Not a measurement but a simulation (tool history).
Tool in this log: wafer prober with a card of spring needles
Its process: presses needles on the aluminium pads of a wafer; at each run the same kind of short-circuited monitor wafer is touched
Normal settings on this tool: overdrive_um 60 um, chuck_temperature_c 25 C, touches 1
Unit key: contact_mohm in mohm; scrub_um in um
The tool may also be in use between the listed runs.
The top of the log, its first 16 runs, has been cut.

run	day	overdrive_um	chuck_temperature_c	touches	contact_mohm	scrub_um
# day 15.088: tips cleaned on abrasive film
17	16.033	60	112	1	238	9.61
# day 16.221: tips cleaned on abrasive film
18	16.829	55	48	2	210	8.75
# day 17.354: tips cleaned on abrasive film
19	17.892	47	28	1	239	7.39
# day 18.492: tips cleaned on abrasive film
20	18.721	43	112	3	210	6.73
# day 18.942: height of the first contact set anew
# day 19.629: tips cleaned on abrasive film
21	19.746	44	25	1	198	7.33
22	20.704	60	25	1	220	9.99
# day 20.829: tips cleaned on abrasive film
23	21.796	60	25	1	219	9.89
# day 22.004: tips cleaned on abrasive film
24	22.962	60	28	2	203	9.9
# day 23.179: tips cleaned on abrasive film
25	23.842	45	59	3	208	7.4
# day 24.312: tips cleaned on abrasive film
26	24.867	59	56	1	216	9.79
# day 25.45: tips cleaned on abrasive film
27	26.188	59	56	1	225	9.69
# day 26.658: tips cleaned on abrasive film
28	27.238	69	55	1	205	11.36
# day 27.888: tips cleaned on abrasive film
29	28.267	60	25	3	182	9.79
# day 29.012: tips cleaned on abrasive film
30	29.638	60	25	3	185	9.79
# day 30.167: tips cleaned on abrasive film
31	30.733	60	25	2	198	9.79
# day 31.367: tips cleaned on abrasive film
32	31.704	60	49	2	197	9.78
# day 32.542: tips cleaned on abrasive film
33	32.583	60	39	1	184	9.8

4 ways to go on from here, each from the tool as it stands after run 33. What would each give?
A	33.392	80	86	2	?	?
B	33.392	60	25	1	?	?
C	33.392	42	63	1	?	?
D	33.392	53	73	3	?	?

run	contact_mohm	scrub_um
A	195	13.04
B	222	9.72
C	277	6.74
D	207	8.61
What these runs would have given with no unlogged condition in the tool:
run	contact_mohm	scrub_um
A	178	13.27
B	172	9.95
C	187	6.97
D	185	8.84

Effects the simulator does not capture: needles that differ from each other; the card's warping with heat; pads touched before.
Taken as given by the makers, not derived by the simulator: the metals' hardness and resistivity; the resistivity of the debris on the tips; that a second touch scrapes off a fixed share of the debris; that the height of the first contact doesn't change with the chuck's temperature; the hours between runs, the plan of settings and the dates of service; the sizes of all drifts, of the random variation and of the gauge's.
